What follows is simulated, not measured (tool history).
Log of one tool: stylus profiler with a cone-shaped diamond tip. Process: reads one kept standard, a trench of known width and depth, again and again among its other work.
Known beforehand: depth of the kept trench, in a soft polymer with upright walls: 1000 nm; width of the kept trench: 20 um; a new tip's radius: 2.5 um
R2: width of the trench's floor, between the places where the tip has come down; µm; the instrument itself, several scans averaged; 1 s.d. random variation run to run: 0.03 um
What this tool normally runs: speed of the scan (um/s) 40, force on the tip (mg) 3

{"run": 1, "hour": 0.0, "speed of the scan (um/s)": 40, "force on the tip (mg)": 3, "depth of the trench (nm)": 1023.47, "R2": 15.19}
{"run": 2, "hour": 68.8, "speed of the scan (um/s)": 40, "force on the tip (mg)": 3, "depth of the trench (nm)": 1023.55, "R2": 15.06}
{"run": 3, "hour": 115.5, "speed of the scan (um/s)": 40, "force on the tip (mg)": 3, "depth of the trench (nm)": 1023.83, "R2": 15.06}
{"run": 4, "hour": 166.2, "speed of the scan (um/s)": 40, "force on the tip (mg)": 3, "depth of the trench (nm)": 1023.93, "R2": 15.04}
{"run": 5, "hour": 224.6, "speed of the scan (um/s)": 17, "force on the tip (mg)": 3, "depth of the trench (nm)": 1024.32, "R2": 15.17}
{"run": 6, "hour": 296.2, "speed of the scan (um/s)": 17, "force on the tip (mg)": 3, "depth of the trench (nm)": 1024.21, "R2": 15.15}
{"hour": 302.0, "done": "height scale calibrated on a step standard"}
{"run": 7, "hour": 337.6, "speed of the scan (um/s)": 40, "force on the tip (mg)": 1.39, "depth of the trench (nm)": 1018.17, "R2": 14.95}
{"run": 8, "hour": 392.1, "speed of the scan (um/s)": 40, "force on the tip (mg)": 7.75, "depth of the trench (nm)": 1044.14, "R2": 15.07}
{"run": 9, "hour": 429.7, "speed of the scan (um/s)": 40, "force on the tip (mg)": 1.49, "depth of the trench (nm)": 1019.13, "R2": 14.92}
{"hour": 463.9, "done": "height scale calibrated on a step standard, once more"}
{"run": 10, "hour": 471.6, "speed of the scan (um/s)": 40, "force on the tip (mg)": 1.49, "depth of the trench (nm)": 1012.06, "R2": 14.92}
{"run": 11, "hour": 530.0, "speed of the scan (um/s)": 40, "force on the tip (mg)": 7.43, "depth of the trench (nm)": 1036.43, "R2": 15.01}
{"run": 12, "hour": 580.7, "speed of the scan (um/s)": 40, "force on the tip (mg)": 5.6, "depth of the trench (nm)": 1030.07, "R2": 14.98}
{"run": 13, "hour": 636.8, "speed of the scan (um/s)": 11, "force on the tip (mg)": 6.37, "depth of the trench (nm)": 1032.69, "R2": 15.07}
{"run": 14, "hour": 709.4, "speed of the scan (um/s)": 20, "force on the tip (mg)": 2.75, "depth of the trench (nm)": 1018.79, "R2": 14.96}
{"run": 15, "hour": 770.2, "speed of the scan (um/s)": 115, "force on the tip (mg)": 1.66, "depth of the trench (nm)": 1013.74, "R2": 14.36}
{"run": 16, "hour": 806.4, "speed of the scan (um/s)": 19, "force on the tip (mg)": 1.66, "depth of the trench (nm)": 1013.82, "R2": 14.92}
{"run": 17, "hour": 840.2, "speed of the scan (um/s)": 19, "force on the tip (mg)": 1.66, "depth of the trench (nm)": 1014.02, "R2": 14.89}
{"run": 18, "hour": 907.5, "speed of the scan (um/s)": 39, "force on the tip (mg)": 2.45, "depth of the trench (nm)": 1017.89, "R2": 14.84}
{"run": 19, "hour": 958.1, "speed of the scan (um/s)": 23, "force on the tip (mg)": 7.56, "depth of the trench (nm)": 1037.61, "R2": 14.93}
{"run": 20, "hour": 1016.3, "speed of the scan (um/s)": 23, "force on the tip (mg)": 4.37, "depth of the trench (nm)": 1026.37, "R2": 14.92}
{"run": 21, "hour": 1062.8, "speed of the scan (um/s)": 40, "force on the tip (mg)": 2.42, "depth of the trench (nm)": 1018.06, "R2": 14.77}

4 ways to go on from here, each from the tool as it stands after run 21. What would each give?
{"run": "A", "hour": 1104.2, "speed of the scan (um/s)": 14, "force on the tip (mg)": 2.43, "depth of the trench (nm)": "?", "R2": "?"}
{"run": "B", "hour": 1104.2, "speed of the scan (um/s)": 24, "force on the tip (mg)": 1.45, "depth of the trench (nm)": "?", "R2": "?"}
{"run": "C", "hour": 1104.2, "speed of the scan (um/s)": 40, "force on the tip (mg)": 2.66, "depth of the trench (nm)": "?", "R2": "?"}
{"run": "D", "hour": 1104.2, "speed of the scan (um/s)": 19, "force on the tip (mg)": 2.3, "depth of the trench (nm)": "?", "R2": "?"}

run=A depth_of_the_trench_(nm)=1017.99 R2=14.86
run=B depth_of_the_trench_(nm)=1013.06 R2=14.79
run=C depth_of_the_trench_(nm)=1019.23 R2=14.82
run=D depth_of_the_trench_(nm)=1017.33 R2=14.87
The same runs, with their run-to-run variation unchanged, on a tool lacking any hidden condition would have given:
run=A depth_of_the_trench_(nm)=1017.06 R2=15.89
run=B depth_of_the_trench_(nm)=1012.14 R2=15.82
run=C depth_of_the_trench_(nm)=1018.3 R2=15.84
run=D depth_of_the_trench_(nm)=1016.41 R2=15.89

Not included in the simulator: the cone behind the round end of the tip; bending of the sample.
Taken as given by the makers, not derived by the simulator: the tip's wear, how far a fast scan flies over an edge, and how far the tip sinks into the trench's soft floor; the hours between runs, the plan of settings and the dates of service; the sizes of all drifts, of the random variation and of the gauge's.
